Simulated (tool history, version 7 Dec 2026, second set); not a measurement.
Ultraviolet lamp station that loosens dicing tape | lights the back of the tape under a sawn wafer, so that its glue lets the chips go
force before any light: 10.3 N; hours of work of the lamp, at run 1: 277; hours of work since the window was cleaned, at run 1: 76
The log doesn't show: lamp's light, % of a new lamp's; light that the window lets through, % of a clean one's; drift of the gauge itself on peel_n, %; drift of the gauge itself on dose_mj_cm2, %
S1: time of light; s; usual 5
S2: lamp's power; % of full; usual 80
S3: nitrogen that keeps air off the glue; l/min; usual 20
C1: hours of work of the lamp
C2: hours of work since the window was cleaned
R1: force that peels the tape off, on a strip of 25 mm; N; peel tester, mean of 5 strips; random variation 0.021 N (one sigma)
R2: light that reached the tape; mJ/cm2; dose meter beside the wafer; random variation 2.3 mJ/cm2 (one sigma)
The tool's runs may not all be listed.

run,hour,S1,S2,S3,C1,C2,R1,R2
1,0,5,80,20,277,76,1.209,199
2,57.9,5,80,20,310,109,1.254,196
3,98.5,5,80,20,334,132,1.235,193
4,128.9,5,80,20,351,149,1.28,192
5,165.7,5,80,20,372,170,1.316,190
6,231,5,80,20,409,208,1.28,190
7,277.2,9,80,20,436,234,0.315,328
8,311.8,9,80,20,455,254,0.343,334
9,344.1,9,80,20,474,272,0.323,326
10,372.9,9,80,20,490,289,0.342,324
11,436.6,9,80,20,527,325,0.342,322
# hour 455.9: window cleaned of glue's vapour
12,493.2,9,80,20,559,21,0.304,331
13,549.3,5,80,20,591,53,1.402,183
14,597.8,5,80,20,619,81,1.468,178
15,653.6,5,80,20,651,113,1.426,174
16,687.7,5,80,20,670,132,1.521,179
17,752.4,5,80,20,707,169,1.546,175
18,797.4,5,80,20,733,195,1.549,169
19,834.7,5,80,20,754,216,1.527,167
20,895.7,5,80,20,789,251,1.627,167
21,926.9,5,80,20,807,269,1.658,165
22,982.8,5,71,20,839,301,2.016,146
23,1014.4,2,75,17,857,319,5.339,61
# hour 1048.2: window cleaned of glue's vapour
24,1058.2,2,80,13,881,6,5.341,70
25,1121.4,6,80,19,918,42,1.176,201
26,1181.7,5,72,11,952,76,2.46,151
27,1241,5,72,11,986,110,2.544,144
28,1305.5,5,72,11,1023,147,2.59,144
29,1374,7,86,18,1062,186,0.836,233
30,1426.8,2,80,20,1092,216,5.131,63
31,1458.6,2,67,7,1110,235,6.767,54
32,1526.8,2,67,7,1149,274,6.709,52
33,1594.8,7,80,13,1188,312,1.312,204
# hour 1636.8: window cleaned of glue's vapour
34,1662.1,7,80,13,1226,14,1.252,207
35,1719.1,4,63,38,1259,47,3.077,95
# hour 1729.1: lamp changed
36,1777.8,3,63,38,28,80,3.027,99
37,1812.9,5,94,20,48,100,0.758,240
38,1861.5,5,94,20,76,128,0.765,239
39,1918.5,5,94,20,108,160,0.782,237
40,1967.1,5,94,20,136,188,0.834,230
41,2015.8,3,95,20,164,216,2.255,145
42,2048,2,82,9,182,234,5.084,81
43,2112.1,7,61,35,219,271,0.851,205

4 ways to go on from here, each from the tool as it stands after run 43. What would each give?
A,2154.2,5,70,13,243,295,?,?
B,2154.2,7,61,35,243,295,?,?
C,2154.2,4,61,15,243,295,?,?
D,2154.2,4,84,15,243,295,?,?

run,R1,R2
A,2.008,172
B,0.888,207
C,3.116,116
D,2.009,160
Without the tool's hidden state the same runs would have given:
run,R1,R2
A,1.637,193
B,0.661,233
C,2.684,131
D,1.64,180

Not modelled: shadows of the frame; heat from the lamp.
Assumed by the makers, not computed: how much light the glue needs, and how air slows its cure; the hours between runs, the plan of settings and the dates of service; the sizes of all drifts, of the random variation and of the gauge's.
